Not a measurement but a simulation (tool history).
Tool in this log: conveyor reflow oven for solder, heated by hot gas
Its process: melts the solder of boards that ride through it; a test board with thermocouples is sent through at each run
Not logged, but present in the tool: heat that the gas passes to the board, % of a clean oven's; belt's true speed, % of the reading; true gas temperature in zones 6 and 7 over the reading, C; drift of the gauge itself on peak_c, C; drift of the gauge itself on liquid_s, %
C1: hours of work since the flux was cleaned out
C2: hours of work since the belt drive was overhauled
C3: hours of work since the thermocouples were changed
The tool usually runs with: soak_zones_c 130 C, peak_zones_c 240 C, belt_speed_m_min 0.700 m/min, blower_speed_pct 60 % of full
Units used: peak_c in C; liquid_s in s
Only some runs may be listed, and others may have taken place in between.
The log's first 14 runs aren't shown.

run 15 day=3.825 | soak_zones_c=130 peak_zones_c=240 belt_speed_m_min=0.745 blower_speed_pct=60 | C1=266 C2=144 C3=553 | peak_c=205.4 liquid_s=30.17
run 16 day=4.142 | soak_zones_c=130 peak_zones_c=240 belt_speed_m_min=0.745 blower_speed_pct=60 | C1=272 C2=150 C3=559 | peak_c=205.6 liquid_s=30.17
run 17 day=4.533 | soak_zones_c=130 peak_zones_c=240 belt_speed_m_min=0.745 blower_speed_pct=60 | C1=279 C2=157 C3=566 | peak_c=205.4 liquid_s=30.00
-- day=4.938 flux residue cleaned out of gas plates and filters
run 18 day=5.142 | soak_zones_c=130 peak_zones_c=240 belt_speed_m_min=0.570 blower_speed_pct=87 | C1=4 C2=165 C3=574 | peak_c=225.1 liquid_s=59.36
run 19 day=5.308 | soak_zones_c=130 peak_zones_c=234 belt_speed_m_min=0.700 blower_speed_pct=60 | C1=7 C2=168 C3=577 | peak_c=205.4 liquid_s=32.56
run 20 day=5.504 | soak_zones_c=138 peak_zones_c=229 belt_speed_m_min=0.770 blower_speed_pct=57 | C1=11 C2=172 C3=581 | peak_c=198.3 liquid_s=24.12
run 21 day=5.908 | soak_zones_c=120 peak_zones_c=245 belt_speed_m_min=0.592 blower_speed_pct=60 | C1=18 C2=179 C3=588 | peak_c=218.9 liquid_s=49.19
run 22 day=6.079 | soak_zones_c=120 peak_zones_c=245 belt_speed_m_min=0.592 blower_speed_pct=60 | C1=22 C2=183 C3=591 | peak_c=219.0 liquid_s=49.08
run 23 day=6.483 | soak_zones_c=133 peak_zones_c=234 belt_speed_m_min=0.796 blower_speed_pct=75 | C1=29 C2=190 C3=599 | peak_c=206.2 liquid_s=29.96
run 24 day=6.871 | soak_zones_c=145 peak_zones_c=234 belt_speed_m_min=0.796 blower_speed_pct=71 | C1=36 C2=197 C3=606 | peak_c=207.8 liquid_s=34.21
run 25 day=7.054 | soak_zones_c=145 peak_zones_c=234 belt_speed_m_min=0.796 blower_speed_pct=71 | C1=40 C2=201 C3=610 | peak_c=207.7 liquid_s=34.24
run 26 day=7.279 | soak_zones_c=145 peak_zones_c=234 belt_speed_m_min=0.796 blower_speed_pct=71 | C1=44 C2=205 C3=614 | peak_c=207.8 liquid_s=34.18
run 27 day=7.521 | soak_zones_c=115 peak_zones_c=234 belt_speed_m_min=0.796 blower_speed_pct=84 | C1=49 C2=210 C3=619 | peak_c=204.5 liquid_s=25.69
run 28 day=7.688 | soak_zones_c=115 peak_zones_c=234 belt_speed_m_min=0.796 blower_speed_pct=84 | C1=52 C2=213 C3=622 | peak_c=204.5 liquid_s=25.56
run 29 day=8.050 | soak_zones_c=127 peak_zones_c=234 belt_speed_m_min=0.796 blower_speed_pct=56 | C1=59 C2=220 C3=629 | peak_c=196.5 liquid_s=18.93
run 30 day=8.371 | soak_zones_c=127 peak_zones_c=234 belt_speed_m_min=0.796 blower_speed_pct=56 | C1=65 C2=226 C3=635 | peak_c=196.5 liquid_s=18.70

Predict each of these 4 candidate next runs independently; none follows another, all start after run 30:
run A day=8.704 | soak_zones_c=141 peak_zones_c=240 belt_speed_m_min=0.700 blower_speed_pct=60 | C1=71 C2=232 C3=641 | peak_c=? liquid_s=?
run B day=8.704 | soak_zones_c=130 peak_zones_c=240 belt_speed_m_min=0.779 blower_speed_pct=60 | C1=71 C2=232 C3=641 | peak_c=? liquid_s=?
run C day=8.704 | soak_zones_c=139 peak_zones_c=249 belt_speed_m_min=0.700 blower_speed_pct=60 | C1=71 C2=232 C3=641 | peak_c=? liquid_s=?
run D day=8.704 | soak_zones_c=127 peak_zones_c=234 belt_speed_m_min=0.680 blower_speed_pct=53 | C1=71 C2=232 C3=641 | peak_c=? liquid_s=?

run=A peak_c=212.3 liquid_s=41.45
run=B peak_c=204.6 liquid_s=28.07
run=C peak_c=219.2 liquid_s=45.53
run=D peak_c=202.2 liquid_s=29.60
Had the tool no hidden state, the same runs would have come out as:
run=A peak_c=215.0 liquid_s=43.09
run=B peak_c=207.2 liquid_s=30.03
run=C peak_c=221.9 liquid_s=46.87
run=D peak_c=204.7 liquid_s=31.96
